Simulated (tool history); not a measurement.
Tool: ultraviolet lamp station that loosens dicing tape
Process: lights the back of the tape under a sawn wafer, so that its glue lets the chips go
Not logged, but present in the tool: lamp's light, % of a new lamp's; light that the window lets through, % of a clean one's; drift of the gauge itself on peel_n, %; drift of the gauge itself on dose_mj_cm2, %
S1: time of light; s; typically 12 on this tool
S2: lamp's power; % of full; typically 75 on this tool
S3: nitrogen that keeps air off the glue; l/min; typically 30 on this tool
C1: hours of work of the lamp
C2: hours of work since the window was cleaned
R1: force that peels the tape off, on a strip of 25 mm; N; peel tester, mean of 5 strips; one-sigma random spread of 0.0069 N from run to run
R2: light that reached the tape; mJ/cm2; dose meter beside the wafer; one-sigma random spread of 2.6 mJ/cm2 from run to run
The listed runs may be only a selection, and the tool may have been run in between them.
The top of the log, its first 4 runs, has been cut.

run	hour	S1	S2	S3	C1	C2	R1	R2
5	102.3	12	64	30	748	160	0.437	199
6	126.7	12	64	30	760	172	0.453	199
7	145.6	12	73	30	769	182	0.371	224
8	176.9	11	75	30	784	197	0.430	206
9	196.7	11	75	30	794	207	0.417	209
10	227.1	11	90	30	809	222	0.315	250
11	245.0	11	90	22	818	230	0.390	244
12	283.9	8	90	22	837	249	0.622	175
13	321.5	8	90	22	855	268	0.633	177
14	352.2	12	75	36	870	283	0.366	216
15	381.9	12	75	36	885	297	0.377	214
16	404.8	12	75	36	896	309	0.378	214
17	437.6	12	75	36	912	325	0.378	208
# hour 448.1: window cleaned of glue's vapour
18	468.5	12	75	36	927	10	0.417	193
19	493.6	12	75	36	939	22	0.446	190
20	526.0	12	75	36	955	38	0.427	189
21	550.7	12	75	36	967	50	0.453	189
22	573.4	12	75	42	978	61	0.398	185
# hour 592.6: window cleaned of glue's vapour, once more
23	599.6	12	75	42	991	3	0.329	220
24	637.1	12	75	42	1009	22	0.326	221

Run 25 is up next; what results do you expect?
25	666.8	19	83	14	1024	36	?	?

{"run 25": {"R1": 0.262, "R2": 378}}
The same run, on a tool lacking any hidden state, would have yielded R1 0.186 N, R2 560 mJ/cm2.
